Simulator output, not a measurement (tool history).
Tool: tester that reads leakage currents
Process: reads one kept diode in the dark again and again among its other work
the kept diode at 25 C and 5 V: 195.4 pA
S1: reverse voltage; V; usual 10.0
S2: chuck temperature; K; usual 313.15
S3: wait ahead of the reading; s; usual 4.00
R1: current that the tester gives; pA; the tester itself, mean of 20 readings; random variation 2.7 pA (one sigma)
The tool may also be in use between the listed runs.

{"run": 1, "hour": 0.0, "S1": 10.0, "S2": 313.15, "S3": 4.0, "R1": 885.38}
{"run": 2, "hour": 143.0, "S1": 10.0, "S2": 313.15, "S3": 4.0, "R1": 891.93}
{"run": 3, "hour": 266.4, "S1": 10.0, "S2": 313.15, "S3": 4.0, "R1": 890.45}
{"run": 4, "hour": 397.0, "S1": 10.0, "S2": 313.15, "S3": 4.0, "R1": 890.07}
{"run": 5, "hour": 536.8, "S1": 10.0, "S2": 313.15, "S3": 4.0, "R1": 895.25}
{"run": 6, "hour": 667.9, "S1": 13.8, "S2": 313.15, "S3": 4.0, "R1": 1071.64}
{"run": 7, "hour": 773.9, "S1": 13.8, "S2": 313.15, "S3": 4.0, "R1": 1068.46}
{"hour": 790.5, "done": "chuck's temperature calibrated"}
{"run": 8, "hour": 882.3, "S1": 13.8, "S2": 313.15, "S3": 4.0, "R1": 1066.9}
{"run": 9, "hour": 1047.0, "S1": 10.0, "S2": 313.15, "S3": 1.45, "R1": 886.78}
{"run": 10, "hour": 1225.2, "S1": 10.0, "S2": 313.15, "S3": 1.45, "R1": 891.01}
{"run": 11, "hour": 1388.7, "S1": 10.0, "S2": 313.15, "S3": 4.0, "R1": 889.29}
{"run": 12, "hour": 1509.7, "S1": 10.0, "S2": 313.15, "S3": 4.0, "R1": 893.14}
{"run": 13, "hour": 1673.2, "S1": 10.0, "S2": 313.15, "S3": 1.7, "R1": 889.98}
{"run": 14, "hour": 1793.3, "S1": 10.0, "S2": 313.15, "S3": 1.7, "R1": 891.99}
{"run": 15, "hour": 1946.7, "S1": 10.0, "S2": 313.15, "S3": 1.7, "R1": 887.82}
{"run": 16, "hour": 2087.5, "S1": 10.0, "S2": 313.15, "S3": 1.7, "R1": 886.53}
{"run": 17, "hour": 2246.5, "S1": 10.0, "S2": 313.15, "S3": 4.0, "R1": 893.13}
{"run": 18, "hour": 2339.5, "S1": 17.4, "S2": 313.15, "S3": 4.0, "R1": 1217.4}
{"run": 19, "hour": 2526.1, "S1": 17.4, "S2": 313.15, "S3": 4.0, "R1": 1212.49}
{"run": 20, "hour": 2658.3, "S1": 17.4, "S2": 313.15, "S3": 4.0, "R1": 1211.83}
{"run": 21, "hour": 2815.4, "S1": 10.2, "S2": 304.15, "S3": 4.0, "R1": 463.08}
{"run": 22, "hour": 2955.2, "S1": 10.2, "S2": 304.15, "S3": 4.0, "R1": 464.91}
{"run": 23, "hour": 3133.7, "S1": 10.2, "S2": 304.15, "S3": 4.0, "R1": 463.57}
{"run": 24, "hour": 3246.6, "S1": 10.2, "S2": 304.15, "S3": 4.0, "R1": 461.71}
{"run": 25, "hour": 3393.6, "S1": 5.7, "S2": 307.15, "S3": 4.0, "R1": 418.9}
{"run": 26, "hour": 3545.6, "S1": 5.7, "S2": 307.15, "S3": 4.0, "R1": 421.65}
{"run": 27, "hour": 3723.6, "S1": 15.0, "S2": 315.15, "S3": 4.0, "R1": 1280.18}
{"run": 28, "hour": 3850.5, "S1": 15.0, "S2": 315.15, "S3": 4.0, "R1": 1286.79}
{"run": 29, "hour": 4034.8, "S1": 10.0, "S2": 298.15, "S3": 4.0, "R1": 289.32}

Run 30 comes next. What will it give?
{"run": 30, "hour": 4130.1, "S1": 10.0, "S2": 313.15, "S3": 5.04, "R1": "?"}

Run 30 gave R1 887.49 pA.
Without the tool's hidden state the same run would have given R1 886.22 pA.
